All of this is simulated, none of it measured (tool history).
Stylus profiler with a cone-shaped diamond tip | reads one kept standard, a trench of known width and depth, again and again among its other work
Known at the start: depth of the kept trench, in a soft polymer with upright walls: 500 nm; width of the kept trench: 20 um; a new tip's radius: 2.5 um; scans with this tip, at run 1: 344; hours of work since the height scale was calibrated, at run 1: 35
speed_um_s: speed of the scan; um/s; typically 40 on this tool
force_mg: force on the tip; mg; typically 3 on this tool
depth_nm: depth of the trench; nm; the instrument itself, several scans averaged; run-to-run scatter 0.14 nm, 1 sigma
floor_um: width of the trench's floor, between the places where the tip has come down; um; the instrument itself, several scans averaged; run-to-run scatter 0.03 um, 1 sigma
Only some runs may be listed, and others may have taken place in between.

run	hour	speed_um_s	force_mg	scans with this tip	hours of work since the height scale was calibrated	depth_nm	floor_um
1	0	40	3	344	35	510.17	16.69
2	118.1	40	3	1136	115	510.09	16.65
3	222.7	40	3	1838	186	509.59	16.57
4	296.7	40	3	2334	236	509.69	16.53
5	369.5	33	3	2823	285	509.46	16.52
6	493.2	33	3	3653	369	509.32	16.38
7	581.4	33	3	4244	429	509.26	16.38
8	639.6	40	3	4635	468	509.21	16.31
9	701.4	63	3	5050	510	508.89	16.15
10	821.5	63	3	5855	592	508.76	16.04
11	900.8	63	3	6387	646	508.68	16
12	1020.1	40	3	7188	726	508.43	16.03
# hour 1027.2: height scale calibrated on a step standard
13	1081.7	40	7.01	7598	37	514.98	16.05
14	1177.9	40	2.13	8243	102	505.28	15.96
15	1304.4	40	2.13	9092	188	504.99	15.89
# hour 1329.1: height scale calibrated on a step standard, once more
16	1367.2	40	2.13	9510	26	507.94	15.73
17	1434.6	69	3	9962	72	509.97	15.59
18	1518.7	69	3	10527	129	509.68	15.66
19	1579.5	40	3	10935	170	509.41	15.7
20	1687.6	40	3	11660	243	509.4	15.62
21	1770.3	40	4.6	12215	299	512.69	15.71
22	1881.6	40	4.6	12961	375	512.7	15.56
23	1953	40	8.42	13441	423	518.75	15.59
24	2014.4	40	8.42	13852	465	518.71	15.57
25	2112	40	4.29	14507	531	511.44	15.46
26	2182.7	120	4.25	14981	579	511.46	15.1
27	2253.1	40	1.75	15453	626	505.53	15.34
28	2365.3	40	1.75	16207	703	505.17	15.19
29	2495.7	25	5.92	17082	791	513.94	15.36
30	2618.8	13	2.32	17907	874	506.54	15.24
# hour 2640.1: height scale calibrated on a step standard
31	2712.5	23	1.65	18533	49	506.5	15.15
32	2801.8	88	1.65	19132	110	506.53	14.67
33	2928.1	32	2.15	19979	195	507.37	14.99
34	3006.5	29	3	20505	248	509.35	15.05
35	3114.8	29	1.83	21232	322	506.11	14.93
36	3198.7	29	1.83	21794	379	506.01	14.89
37	3256.4	29	1.83	22182	418	506.31	14.95
38	3348.7	40	2.4	22801	480	507.4	14.77
39	3477.7	40	2.4	23666	568	506.98	14.7
40	3601.1	53	8.91	24495	652	519.23	14.77
41	3658.4	53	8.91	24879	690	518.9	14.72
42	3734.5	53	8.91	25390	742	518.77	14.66
43	3815.6	53	8.91	25933	797	518.68	14.6
44	3927.9	53	3.53	26687	873	508.93	14.49

Some steps in depth_nm, run to run, broken into two amounts with sign: the step expected even without the hidden condition (settings, incoming material, random variation), and the rest, left for the hidden condition together with whatever gauge scatter is not in both the measured and the hidden-condition-free result:
Unlogged tool condition in this case: radius of the tip, um; height scale over the true one, %; drift of the gauge itself on depth_nm, %; drift of the gauge itself on floor_um, %.
Run 12 -> 13: force_mg 3 -> 7.01, height scale calibrated on a step standard. depth_nm +6.55 nm: hidden state -1.03, all else +7.58.
Run 13 -> 14: force_mg 7.01 -> 2.13. depth_nm -9.7 nm: hidden state -0.1, all else -9.6.
Run 15 -> 16: height scale calibrated on a step standard, once more. depth_nm +2.95 nm: hidden state +2.94, all else +0.01.
Run 30 -> 31: speed_um_s 13 -> 23, force_mg 2.32 -> 1.65, height scale calibrated on a step standard. depth_nm -0.04 nm: hidden state +1.92, all else -1.96.
Run 39 -> 40: speed_um_s 40 -> 53, force_mg 2.4 -> 8.91. depth_nm +12.25 nm: hidden state -0.23, all else +12.48.
Run 43 -> 44: force_mg 8.91 -> 3.53. depth_nm -9.75 nm: hidden state -0.14, all else -9.61.

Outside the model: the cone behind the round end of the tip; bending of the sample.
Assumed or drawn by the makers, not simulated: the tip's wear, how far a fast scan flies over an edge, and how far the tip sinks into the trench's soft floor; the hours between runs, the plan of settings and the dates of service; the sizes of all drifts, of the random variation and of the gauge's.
